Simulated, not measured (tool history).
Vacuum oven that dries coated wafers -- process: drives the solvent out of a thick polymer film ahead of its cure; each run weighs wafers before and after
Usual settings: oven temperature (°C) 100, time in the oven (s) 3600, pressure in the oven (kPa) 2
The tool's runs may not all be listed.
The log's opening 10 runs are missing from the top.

Run 11, hour 446.1: usual settings. Result: solvent left in the film (%) 6.06.
Run 12, hour 502.3: usual settings. Result: solvent left in the film (%) 5.9.
Run 13, hour 549.5: usual settings. Result: solvent left in the film (%) 6.08.
Run 14, hour 576.2: usual settings but oven temperature (°C) 109. Result: solvent left in the film (%) 2.86.
Run 15, hour 623.8: usual settings. Result: solvent left in the film (%) 6.09.
Run 16, hour 674.3: usual settings. Result: solvent left in the film (%) 6.
Run 17, hour 734.9: usual settings but pressure in the oven (kPa) 5.76. Result: solvent left in the film (%) 8.36.
Run 18, hour 779.7: usual settings but oven temperature (°C) 85, time in the oven (s) 1980, pressure in the oven (kPa) 1.91. Result: solvent left in the film (%) 14.45.
Run 19, hour 831.6: usual settings but oven temperature (°C) 102, time in the oven (s) 6240. Result: solvent left in the film (%) 2.71.
Run 20, hour 876.1: usual settings but oven temperature (°C) 102, time in the oven (s) 6240. Result: solvent left in the film (%) 2.83.
Run 21, hour 921.3: usual settings but oven temperature (°C) 91. Result: solvent left in the film (%) 9.76.
Run 22, hour 983.2: usual settings but oven temperature (°C) 104, time in the oven (s) 2520, pressure in the oven (kPa) 4.73. Result: solvent left in the film (%) 7.65.
Run 23, hour 1039.1: usual settings but oven temperature (°C) 104, time in the oven (s) 2520, pressure in the oven (kPa) 4.73. Result: solvent left in the film (%) 7.83.
At hour 1090.2: oven's thermocouples calibrated.
Run 24, hour 1102: usual settings but oven temperature (°C) 98, time in the oven (s) 3180, pressure in the oven (kPa) 2.11. Result: solvent left in the film (%) 7.52.
Run 25, hour 1154.1: usual settings but oven temperature (°C) 98, time in the oven (s) 3180, pressure in the oven (kPa) 2.11. Result: solvent left in the film (%) 7.62.
Run 26, hour 1187.1: usual settings but oven temperature (°C) 99, time in the oven (s) 5760, pressure in the oven (kPa) 4.52. Result: solvent left in the film (%) 6.02.
Run 27, hour 1213.3: usual settings but oven temperature (°C) 104, time in the oven (s) 4140, pressure in the oven (kPa) 1.07. Result: solvent left in the film (%) 3.16.
Run 28, hour 1251.3: usual settings but time in the oven (s) 3120, pressure in the oven (kPa) 1.76. Result: solvent left in the film (%) 6.66.
Run 29, hour 1291.4: usual settings but oven temperature (°C) 106, pressure in the oven (kPa) 4.66. Result: solvent left in the film (%) 5.11.
Run 30, hour 1321.1: usual settings but pressure in the oven (kPa) 4.11. Result: solvent left in the film (%) 7.29.
Run 31, hour 1371.7: usual settings but oven temperature (°C) 111, time in the oven (s) 2220, pressure in the oven (kPa) 4.62. Result: solvent left in the film (%) 5.54.
Run 32, hour 1399.7: usual settings but oven temperature (°C) 111, time in the oven (s) 2220, pressure in the oven (kPa) 4.62. Result: solvent left in the film (%) 5.44.

Alternative continuations, all from the tool just after run 32; predict every row:
Run A, hour 1432.9: usual settings but oven temperature (°C) 99, time in the oven (s) 2220, pressure in the oven (kPa) 4.62. Result: solvent left in the film (%) ?.
Run B, hour 1432.9: usual settings but oven temperature (°C) 114, time in the oven (s) 6000, pressure in the oven (kPa) 6.18. Result: solvent left in the film (%) ?.
Run C, hour 1432.9: usual settings but oven temperature (°C) 97, time in the oven (s) 2880, pressure in the oven (kPa) 3.55. Result: solvent left in the film (%) ?.
Run D, hour 1432.9: usual settings but oven temperature (°C) 98, time in the oven (s) 2520, pressure in the oven (kPa) 4.59. Result: solvent left in the film (%) ?.

run  solvent left in the film (%)
  A                         10.61
  B                          3.15
  C                          9.45
  D                         10.31
With the hidden condition removed and each run's random variation left untouched, the same runs would have given:
run  solvent left in the film (%)
  A                         10.59
  B                          3.14
  C                          9.44
  D                          10.3

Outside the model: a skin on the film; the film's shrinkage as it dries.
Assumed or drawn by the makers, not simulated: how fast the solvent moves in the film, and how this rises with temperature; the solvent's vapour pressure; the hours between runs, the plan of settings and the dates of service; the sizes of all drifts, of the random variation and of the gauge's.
